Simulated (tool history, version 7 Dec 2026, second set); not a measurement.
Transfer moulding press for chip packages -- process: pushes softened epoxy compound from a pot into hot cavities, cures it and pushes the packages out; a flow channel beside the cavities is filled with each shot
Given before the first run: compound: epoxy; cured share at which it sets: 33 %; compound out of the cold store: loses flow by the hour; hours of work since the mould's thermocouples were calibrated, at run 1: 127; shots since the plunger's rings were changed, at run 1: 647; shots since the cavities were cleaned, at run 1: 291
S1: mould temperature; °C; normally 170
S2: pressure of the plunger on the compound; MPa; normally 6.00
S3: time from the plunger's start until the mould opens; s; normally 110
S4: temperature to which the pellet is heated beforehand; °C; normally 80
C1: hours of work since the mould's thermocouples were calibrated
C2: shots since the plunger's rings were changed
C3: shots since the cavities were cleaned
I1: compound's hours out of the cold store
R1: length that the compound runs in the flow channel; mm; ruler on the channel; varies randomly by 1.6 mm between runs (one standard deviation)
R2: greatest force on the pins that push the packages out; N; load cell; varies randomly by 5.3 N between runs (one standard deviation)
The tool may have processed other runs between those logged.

Run 1, hour 0.0: usual settings; C1 127; C2 647; C3 291; I1 17.2. Result: R1 707 mm, R2 236 N.
Run 2, hour 7.9: usual settings; C1 133; C2 745; C3 389; I1 36.3. Result: R1 638 mm, R2 236 N.
At hour 16.7: cavities cleaned with cleaning compound and waxed.
Run 3, hour 20.5: usual settings but S1 175 °C; C1 142; C2 882; C3 47; I1 45.6. Result: R1 594 mm, R2 257 N.
Run 4, hour 27.9: usual settings but S1 175 °C; C1 148; C2 974; C3 139; I1 39.1. Result: R1 616 mm, R2 269 N.
Run 5, hour 39.0: usual settings but S1 175 °C; C1 157; C2 1112; C3 277; I1 27.0. Result: R1 654 mm, R2 257 N.
At hour 41.5: cavities cleaned with cleaning compound and waxed, once more.
Run 6, hour 50.3: usual settings but S1 176 °C; C1 164; C2 1233; C3 109; I1 41.6. Result: R1 602 mm, R2 202 N.
Run 7, hour 57.6: usual settings but S1 176 °C; C1 170; C2 1323; C3 199; I1 9.0. Result: R1 714 mm, R2 214 N.
Run 8, hour 65.7: usual settings but S1 176 °C; C1 176; C2 1423; C3 299; I1 32.6. Result: R1 630 mm, R2 234 N.
Run 9, hour 73.3: usual settings but S1 176 °C; C1 182; C2 1517; C3 393; I1 17.0. Result: R1 681 mm, R2 235 N.
At hour 81.6: cavities cleaned with cleaning compound and waxed.
Run 10, hour 84.2: usual settings but S4 70 °C; C1 189; C2 1634; C3 33; I1 21.9. Result: R1 683 mm, R2 188 N.
Run 11, hour 93.7: usual settings but S3 99 s, S4 70 °C; C1 197; C2 1750; C3 149; I1 46.0. Result: R1 604 mm, R2 223 N.
Run 12, hour 104.6: usual settings; C1 205; C2 1885; C3 284; I1 25.5. Result: R1 667 mm, R2 242 N.
Run 13, hour 112.2: usual settings; C1 211; C2 1979; C3 378; I1 29.5. Result: R1 653 mm, R2 234 N.
Run 14, hour 117.2: usual settings; C1 215; C2 2042; C3 441; I1 11.3. Result: R1 718 mm, R2 255 N.
At hour 121.8: cavities cleaned with cleaning compound and waxed.
Run 15, hour 128.2: usual settings; C1 223; C2 2158; C3 78; I1 39.3. Result: R1 619 mm, R2 186 N.
Run 16, hour 134.0: usual settings; C1 227; C2 2230; C3 150; I1 45.5. Result: R1 599 mm, R2 207 N.
Run 17, hour 140.8: usual settings but S1 174 °C, S2 6.31 MPa, S3 114 s; C1 232; C2 2314; C3 234; I1 23.5. Result: R1 676 mm, R2 213 N.
Run 18, hour 146.7: usual settings but S1 173 °C, S2 4.83 MPa, S3 100 s; C1 237; C2 2387; C3 307; I1 39.9. Result: R1 544 mm, R2 235 N.
Run 19, hour 151.5: usual settings but S1 175 °C, S3 93 s, S4 83 °C; C1 241; C2 2447; C3 367; I1 21.9. Result: R1 660 mm, R2 231 N.
Run 20, hour 159.3: usual settings but S1 175 °C, S3 93 s, S4 83 °C; C1 247; C2 2543; C3 463; I1 31.2. Result: R1 632 mm, R2 249 N.
At hour 161.8: cavities cleaned with cleaning compound and waxed.
Run 21, hour 171.0: usual settings but S1 175 °C, S3 93 s, S4 83 °C; C1 255; C2 2670; C3 114; I1 16.3. Result: R1 680 mm, R2 203 N.
Run 22, hour 180.0: usual settings but S1 168 °C, S2 7.13 MPa, S3 98 s, S4 86 °C; C1 262; C2 2781; C3 225; I1 19.0. Result: R1 749 mm, R2 276 N.
Run 23, hour 190.6: usual settings but S3 94 s; C1 270; C2 2912; C3 356; I1 38.2. Result: R1 620 mm, R2 286 N.
Run 24, hour 198.6: usual settings but S3 94 s; C1 276; C2 3011; C3 455; I1 33.8. Result: R1 631 mm, R2 294 N.
At hour 202.6: cavities cleaned with cleaning compound and waxed.
Run 25, hour 206.8: usual settings but S1 164 °C, S2 6.87 MPa, S3 134 s, S4 85 °C; C1 281; C2 3094; C3 52; I1 27.6. Result: R1 717 mm, R2 185 N.
At hour 220.6: plunger's sealing rings changed.
Run 26, hour 220.6: usual settings but S1 164 °C, S2 6.51 MPa, S3 94 s, S4 72 °C; C1 290; C2 0; C3 192; I1 28.9. Result: R1 714 mm, R2 371 N.
Run 27, hour 225.7: usual settings but S2 7.27 MPa, S4 88 °C; C1 294; C2 63; C3 255; I1 43.8. Result: R1 678 mm, R2 226 N.

Run 28 comes next. What will it give?
Run 28, hour 237.0: usual settings but S2 7.27 MPa, S4 88 °C; C1 303; C2 203; C3 395; I1 9.5. Result: R1 ?, R2 ?.

{"run 28": {"R1": 813, "R2": 247}}
Were there no unlogged condition in the tool, this run, its random variation unchanged, would have produced R1 817 mm, R2 181 N.
